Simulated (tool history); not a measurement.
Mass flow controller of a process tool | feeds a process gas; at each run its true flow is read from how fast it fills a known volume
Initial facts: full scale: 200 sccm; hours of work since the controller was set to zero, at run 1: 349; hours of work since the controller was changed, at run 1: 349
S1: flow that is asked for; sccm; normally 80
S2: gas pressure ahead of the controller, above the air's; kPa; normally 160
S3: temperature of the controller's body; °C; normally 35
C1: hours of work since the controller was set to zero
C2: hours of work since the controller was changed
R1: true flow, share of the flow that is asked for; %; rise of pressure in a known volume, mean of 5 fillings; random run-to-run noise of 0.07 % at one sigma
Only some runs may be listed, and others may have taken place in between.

{"run": 1, "hour": 0.0, "S1": 80, "S2": 160, "S3": 35, "C1": 349, "C2": 349, "R1": 99.16}
{"run": 2, "hour": 131.5, "S1": 80, "S2": 218, "S3": 35, "C1": 432, "C2": 432, "R1": 98.78}
{"run": 3, "hour": 206.7, "S1": 80, "S2": 160, "S3": 35, "C1": 479, "C2": 479, "R1": 99.13}
{"run": 4, "hour": 274.9, "S1": 80, "S2": 160, "S3": 35, "C1": 521, "C2": 521, "R1": 99.18}
{"run": 5, "hour": 374.6, "S1": 80, "S2": 160, "S3": 35, "C1": 583, "C2": 583, "R1": 99.22}
{"run": 6, "hour": 446.2, "S1": 80, "S2": 160, "S3": 35, "C1": 628, "C2": 628, "R1": 99.14}
{"run": 7, "hour": 591.0, "S1": 80, "S2": 159, "S3": 35, "C1": 718, "C2": 718, "R1": 99.18}
{"run": 8, "hour": 716.3, "S1": 80, "S2": 159, "S3": 35, "C1": 797, "C2": 797, "R1": 99.2}
{"run": 9, "hour": 841.4, "S1": 80, "S2": 159, "S3": 35, "C1": 875, "C2": 875, "R1": 99.17}
{"run": 10, "hour": 990.8, "S1": 80, "S2": 159, "S3": 35, "C1": 968, "C2": 968, "R1": 99.1}
{"run": 11, "hour": 1134.4, "S1": 80, "S2": 159, "S3": 35, "C1": 1058, "C2": 1058, "R1": 99.23}
{"run": 12, "hour": 1278.9, "S1": 80, "S2": 159, "S3": 35, "C1": 1148, "C2": 1148, "R1": 99.11}
{"run": 13, "hour": 1391.0, "S1": 80, "S2": 160, "S3": 35, "C1": 1218, "C2": 1218, "R1": 99.11}
{"run": 14, "hour": 1536.1, "S1": 80, "S2": 160, "S3": 29, "C1": 1309, "C2": 1309, "R1": 99.21}
{"run": 15, "hour": 1645.8, "S1": 80, "S2": 160, "S3": 29, "C1": 1377, "C2": 1377, "R1": 99.27}
{"run": 16, "hour": 1750.6, "S1": 124, "S2": 146, "S3": 26, "C1": 1443, "C2": 1443, "R1": 99.84}
{"run": 17, "hour": 1825.3, "S1": 124, "S2": 146, "S3": 26, "C1": 1489, "C2": 1489, "R1": 99.83}
{"run": 18, "hour": 1935.9, "S1": 21, "S2": 223, "S3": 33, "C1": 1558, "C2": 1558, "R1": 98.25}
{"run": 19, "hour": 2045.9, "S1": 21, "S2": 223, "S3": 33, "C1": 1627, "C2": 1627, "R1": 98.29}
{"run": 20, "hour": 2109.2, "S1": 21, "S2": 223, "S3": 33, "C1": 1666, "C2": 1666, "R1": 98.39}
{"run": 21, "hour": 2240.4, "S1": 21, "S2": 223, "S3": 33, "C1": 1748, "C2": 1748, "R1": 98.35}
{"run": 22, "hour": 2359.5, "S1": 31, "S2": 193, "S3": 32, "C1": 1823, "C2": 1823, "R1": 98.55}
{"run": 23, "hour": 2458.2, "S1": 31, "S2": 193, "S3": 32, "C1": 1884, "C2": 1884, "R1": 98.71}
{"run": 24, "hour": 2560.9, "S1": 80, "S2": 160, "S3": 40, "C1": 1949, "C2": 1949, "R1": 99.02}
{"run": 25, "hour": 2643.9, "S1": 132, "S2": 221, "S3": 34, "C1": 2000, "C2": 2000, "R1": 99.14}
{"run": 26, "hour": 2795.0, "S1": 94, "S2": 166, "S3": 33, "C1": 2095, "C2": 2095, "R1": 99.28}
{"run": 27, "hour": 2912.0, "S1": 94, "S2": 166, "S3": 33, "C1": 2168, "C2": 2168, "R1": 99.3}
{"run": 28, "hour": 3051.3, "S1": 69, "S2": 182, "S3": 36, "C1": 2255, "C2": 2255, "R1": 98.92}
{"run": 29, "hour": 3173.1, "S1": 20, "S2": 268, "S3": 39, "C1": 2331, "C2": 2331, "R1": 97.88}

Below are 5 alternative next runs, each starting from the tool's condition after run 29. Predict each:
{"run": "A", "hour": 3297.5, "S1": 44, "S2": 224, "S3": 39, "C1": 2408, "C2": 2408, "R1": "?"}
{"run": "B", "hour": 3297.5, "S1": 23, "S2": 165, "S3": 24, "C1": 2408, "C2": 2408, "R1": "?"}
{"run": "C", "hour": 3297.5, "S1": 130, "S2": 151, "S3": 26, "C1": 2408, "C2": 2408, "R1": "?"}
{"run": "D", "hour": 3297.5, "S1": 20, "S2": 212, "S3": 35, "C1": 2408, "C2": 2408, "R1": "?"}
{"run": "E", "hour": 3297.5, "S1": 80, "S2": 158, "S3": 34, "C1": 2408, "C2": 2408, "R1": "?"}

run=A R1=98.35
run=B R1=98.98
run=C R1=99.82
run=D R1=98.4
run=E R1=99.25
Take away the tool's hidden state, keep each run's random variation, and the runs would have read:
run=A R1=98.33
run=B R1=98.95
run=C R1=99.81
run=D R1=98.37
run=E R1=99.23
